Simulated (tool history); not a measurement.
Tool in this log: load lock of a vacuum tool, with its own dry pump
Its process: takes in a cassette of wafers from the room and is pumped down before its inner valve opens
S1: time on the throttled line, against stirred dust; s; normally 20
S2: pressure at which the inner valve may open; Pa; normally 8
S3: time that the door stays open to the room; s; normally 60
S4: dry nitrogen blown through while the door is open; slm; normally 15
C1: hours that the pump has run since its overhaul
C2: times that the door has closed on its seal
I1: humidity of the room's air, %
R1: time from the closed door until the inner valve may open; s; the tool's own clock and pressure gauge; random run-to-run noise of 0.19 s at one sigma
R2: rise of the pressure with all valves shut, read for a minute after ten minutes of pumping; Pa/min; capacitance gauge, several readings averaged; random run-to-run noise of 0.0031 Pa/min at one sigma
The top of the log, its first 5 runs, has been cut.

run,day,S1,S2,S3,S4,C1,C2,I1,R1,R2
6,35.154,20,8,60,15,6139,1907,49.6,31.8,0.09
7,43.692,20,8,60,15,6344,2179,45.9,31.8,0.081
8,53.879,20,8,60,15,6589,2503,44,32.1,0.074
9,58.529,20,8,60,24,6700,2651,44.5,31.7,0.066
10,66.183,20,8,60,24,6884,2894,45.9,32,0.068
11,75.825,20,8,60,24,7115,3200,45.1,32.1,0.071
12,80.304,20,8,60,15,7223,3343,42.9,32.3,0.074
13,86.75,11,8,60,15,7378,3548,47.3,25,0.082
14,94.471,11,8,60,15,7563,3794,41.7,24.6,0.072
15,102.542,20,8,60,15,7756,4050,43.6,32.6,0.071
16,108.621,13,13,68,31,7902,4244,46.2,25.1,0.067
17,114.579,13,13,68,31,8045,4433,46.4,26.1,0.067
18,118.929,13,7,60,15,8150,4571,46.1,26.7,0.079
19,125.304,22,7,60,10,8303,4774,47.9,34.3,0.087
20,134.838,20,8,77,26,8532,5077,44.2,32.5,0.073
21,140.438,20,10,234,12,8666,5255,44.8,32.1,0.143
22,145.162,20,10,234,12,8779,5406,45,32,0.144
23,153.325,20,10,234,12,8975,5665,39.4,32.3,0.135
24,163.112,20,8,108,42,9210,5977,47.7,32.8,0.078
25,171.846,20,8,108,42,9420,6254,48,32.9,0.074
26,177.521,40,8,60,24,9556,6435,45.7,49.3,0.071
27,184.196,16,8,38,15,9716,6647,46.8,29.4,0.069
28,194.042,16,8,38,15,9952,6960,43.2,29.6,0.066
29,202.825,16,8,38,15,10163,7239,44.5,29.5,0.068
30,213.079,16,8,38,5,10409,7566,44.4,29.9,0.08

What if the next run were any one of these 4? Each begins from the tool's condition after run 30:
A,220.25,11,11,60,15,10582,7794,43.6,?,?
B,220.25,16,8,63,8,10582,7794,42.9,?,?
C,220.25,20,8,60,12,10582,7794,46,?,?
D,220.25,14,10,38,5,10582,7794,44.2,?,?

run,R1,R2
A,25.2,0.076
B,30.1,0.095
C,32.9,0.094
D,28.2,0.085
Had the tool no hidden state, the same runs would have come out as:
run,R1,R2
A,22.2,0.069
B,27.1,0.087
C,30.2,0.086
D,25.2,0.078
